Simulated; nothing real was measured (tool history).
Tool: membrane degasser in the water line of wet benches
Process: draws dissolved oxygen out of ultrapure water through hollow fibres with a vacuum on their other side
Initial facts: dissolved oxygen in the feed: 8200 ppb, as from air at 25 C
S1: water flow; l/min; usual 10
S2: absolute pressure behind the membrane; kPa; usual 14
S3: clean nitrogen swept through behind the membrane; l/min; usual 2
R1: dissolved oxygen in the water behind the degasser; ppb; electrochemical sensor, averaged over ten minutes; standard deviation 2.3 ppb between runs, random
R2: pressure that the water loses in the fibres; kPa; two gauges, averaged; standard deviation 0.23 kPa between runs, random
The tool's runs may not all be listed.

Run 1, day 0: usual settings. Result: R1 225.8 ppb, R2 57.44 kPa.
Run 2, day 6.208: usual settings. Result: R1 224.8 ppb, R2 57.85 kPa.
Run 3, day 13.162: usual settings. Result: R1 227.7 ppb, R2 57.6 kPa.
Run 4, day 26.154: usual settings but S2 9.3 kPa. Result: R1 170.3 ppb, R2 57.95 kPa.
Run 5, day 36.892: usual settings but S2 32 kPa. Result: R1 434.1 ppb, R2 57.95 kPa.
Run 6, day 48.862: usual settings but S2 32 kPa. Result: R1 428.7 ppb, R2 57.1 kPa.
Run 7, day 61.738: usual settings but S2 32 kPa. Result: R1 433 ppb, R2 57.81 kPa.
Run 8, day 73.65: usual settings but S2 32 kPa. Result: R1 421.5 ppb, R2 57.82 kPa.
Run 9, day 82.4: usual settings. Result: R1 224.7 ppb, R2 57.73 kPa.
Run 10, day 92.833: usual settings. Result: R1 228.3 ppb, R2 58.03 kPa.
Run 11, day 107.825: usual settings. Result: R1 226.3 ppb, R2 58.12 kPa.
Run 12, day 114.375: usual settings. Result: R1 226.8 ppb, R2 57.87 kPa.
Run 13, day 127.183: usual settings. Result: R1 225.7 ppb, R2 57.97 kPa.
Run 14, day 136.192: usual settings. Result: R1 225.4 ppb, R2 57.8 kPa.
Run 15, day 144.179: usual settings. Result: R1 227.1 ppb, R2 57.73 kPa.
Run 16, day 155.792: usual settings but S1 13 l/min. Result: R1 348.8 ppb, R2 75.63 kPa.
Run 17, day 168.029: usual settings but S1 11 l/min, S2 11 kPa, S3 1.07 l/min. Result: R1 308.7 ppb, R2 63.83 kPa.
Run 18, day 183.067: usual settings but S1 11 l/min, S2 11 kPa, S3 0.81 l/min. Result: R1 357.3 ppb, R2 63.77 kPa.
Run 19, day 191.221: usual settings but S2 19.7 kPa. Result: R1 298.1 ppb, R2 57.82 kPa.
Run 20, day 206.279: usual settings but S1 9 l/min, S2 11.3 kPa. Result: R1 160.4 ppb, R2 52.22 kPa.
Run 21, day 214.092: usual settings but S1 9 l/min, S2 11.3 kPa. Result: R1 158.9 ppb, R2 51.7 kPa.
Run 22, day 226.292: usual settings but S1 9 l/min, S2 11.3 kPa. Result: R1 159.1 ppb, R2 52.03 kPa.
Run 23, day 234.883: usual settings but S1 15 l/min, S2 26.6 kPa, S3 1.5 l/min. Result: R1 740.8 ppb, R2 86.56 kPa.
Run 24, day 246.6: usual settings but S1 15 l/min, S2 23.1 kPa, S3 1.5 l/min. Result: R1 689.2 ppb, R2 86.4 kPa.
Run 25, day 258.712: usual settings but S1 8 l/min, S3 3.5 l/min. Result: R1 110.4 ppb, R2 46.02 kPa.
Run 26, day 267.538: usual settings but S1 7 l/min, S2 9 kPa, S3 4.36 l/min. Result: R1 56 ppb, R2 40.56 kPa.
Run 27, day 275.062: usual settings but S1 7 l/min, S2 9 kPa, S3 4.36 l/min. Result: R1 56.4 ppb, R2 40.27 kPa.
Run 28, day 282.55: usual settings but S2 21.6 kPa, S3 0.85 l/min. Result: R1 567 ppb, R2 57.47 kPa.
Run 29, day 296.833: usual settings but S1 7 l/min, S2 25.3 kPa, S3 3.79 l/min. Result: R1 133.3 ppb, R2 40.36 kPa.
Run 30, day 309.912: usual settings but S2 20.2 kPa, S3 4.98 l/min. Result: R1 178.8 ppb, R2 57.74 kPa.
Run 31, day 323.854: usual settings but S1 6 l/min, S2 30.7 kPa, S3 3.22 l/min. Result: R1 146.1 ppb, R2 34.66 kPa.

Removed from this log: 2 entries logged between the listed runs. Between which two listed runs does each belong, and how does the tool's hidden state at the listed run before it compare with that at the listed run after it?
Runs 14 to 15: vacuum gauge calibrated (day 141.375)
  both runs share identical hidden conditions
Runs 25 to 26: seals of the vacuum lines changed (day 260.775)
  air that leaks in behind the membrane, l/min: 0.0022 -> 0.002
